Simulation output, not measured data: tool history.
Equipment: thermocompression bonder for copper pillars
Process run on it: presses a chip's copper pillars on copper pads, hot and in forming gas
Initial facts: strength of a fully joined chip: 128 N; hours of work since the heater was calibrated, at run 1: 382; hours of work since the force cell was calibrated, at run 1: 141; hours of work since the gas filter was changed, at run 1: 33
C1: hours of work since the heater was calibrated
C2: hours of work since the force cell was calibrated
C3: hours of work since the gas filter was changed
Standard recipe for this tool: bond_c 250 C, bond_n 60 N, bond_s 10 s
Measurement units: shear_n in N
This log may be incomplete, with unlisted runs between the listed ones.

Run 1, hour 0: usual settings; C1 382; C2 141; C3 33. Result: shear_n 47.8 N.
Run 2, hour 15.1: usual settings; C1 389; C2 147; C3 40. Result: shear_n 46.2 N.
Run 3, hour 24.6: usual settings; C1 393; C2 151; C3 44. Result: shear_n 48.5 N.
Run 4, hour 32: usual settings but bond_n 36 N; C1 396; C2 154; C3 47. Result: shear_n 27.2 N.
Run 5, hour 42.8: usual settings but bond_n 36 N; C1 400; C2 159; C3 51. Result: shear_n 26.4 N.
Run 6, hour 58.8: usual settings but bond_n 36 N; C1 407; C2 165; C3 58. Result: shear_n 26.3 N.
Run 7, hour 66.2: usual settings; C1 410; C2 168; C3 61. Result: shear_n 48.8 N.
Run 8, hour 83.4: usual settings; C1 417; C2 175; C3 68. Result: shear_n 46.6 N.
Run 9, hour 94.3: usual settings; C1 421; C2 180; C3 72. Result: shear_n 47 N.
Run 10, hour 109.2: usual settings; C1 427; C2 186; C3 78. Result: shear_n 46 N.
Run 11, hour 126.2: usual settings but bond_s 16 s; C1 434; C2 193; C3 85. Result: shear_n 54.1 N.
Run 12, hour 135.6: usual settings but bond_s 16 s; C1 438; C2 197; C3 89. Result: shear_n 56.3 N.
Run 13, hour 150: usual settings but bond_s 16 s; C1 444; C2 203; C3 95. Result: shear_n 55.2 N.
Run 14, hour 164.5: usual settings but bond_s 6 s; C1 450; C2 209; C3 101. Result: shear_n 38 N.
Run 15, hour 179.4: usual settings but bond_s 6 s; C1 456; C2 215; C3 107. Result: shear_n 36.9 N.
Run 16, hour 192: usual settings but bond_s 6 s; C1 461; C2 220; C3 112. Result: shear_n 36.7 N.
Run 17, hour 206: usual settings but bond_s 6 s; C1 467; C2 226; C3 118. Result: shear_n 36.1 N.
Run 18, hour 222.7: usual settings but bond_s 6 s; C1 474; C2 233; C3 125. Result: shear_n 37 N.
Run 19, hour 234.9: usual settings but bond_c 251 C, bond_n 77 N, bond_s 24 s; C1 479; C2 238; C3 130. Result: shear_n 79.2 N.
Run 20, hour 249.1: usual settings but bond_c 280 C, bond_s 23 s; C1 485; C2 243; C3 136. Result: shear_n 89.1 N.
Run 21, hour 262.8: usual settings but bond_c 280 C, bond_s 23 s; C1 490; C2 249; C3 141. Result: shear_n 88.8 N.
Run 22, hour 270.5: usual settings but bond_n 89 N, bond_s 18 s; C1 494; C2 252; C3 145. Result: shear_n 78.9 N.
Run 23, hour 284.7: usual settings but bond_n 89 N, bond_s 18 s; C1 499; C2 258; C3 150. Result: shear_n 78.1 N.
Run 24, hour 300: usual settings but bond_n 89 N, bond_s 18 s; C1 506; C2 264; C3 157. Result: shear_n 79.6 N.
Run 25, hour 316.4: usual settings but bond_c 262 C, bond_n 89 N, bond_s 18 s; C1 512; C2 271; C3 163. Result: shear_n 90.3 N.

Branching from run 25: 5 alternative next runs. What would each branch give?
Run A, hour 324.4: usual settings but bond_c 267 C, bond_n 89 N, bond_s 27 s; C1 516; C2 274; C3 167. Result: shear_n ?.
Run B, hour 324.4: usual settings but bond_c 262 C, bond_n 53 N, bond_s 20 s; C1 516; C2 274; C3 167. Result: shear_n ?.
Run C, hour 324.4: usual settings but bond_s 9 s; C1 516; C2 274; C3 167. Result: shear_n ?.
Run D, hour 324.4: usual settings but bond_c 235 C, bond_n 89 N, bond_s 18 s; C1 516; C2 274; C3 167. Result: shear_n ?.
Run E, hour 324.4: usual settings but bond_c 276 C, bond_n 89 N, bond_s 24 s; C1 516; C2 274; C3 167. Result: shear_n ?.

run  shear_n
  A     98.3
  B     59.9
  C     42.4
  D     65.4
  E      106
With no hidden state in the tool, these same runs would have given:
run  shear_n
  A    109.9
  B     72.2
  C     52.6
  D     79.1
  E    117.1

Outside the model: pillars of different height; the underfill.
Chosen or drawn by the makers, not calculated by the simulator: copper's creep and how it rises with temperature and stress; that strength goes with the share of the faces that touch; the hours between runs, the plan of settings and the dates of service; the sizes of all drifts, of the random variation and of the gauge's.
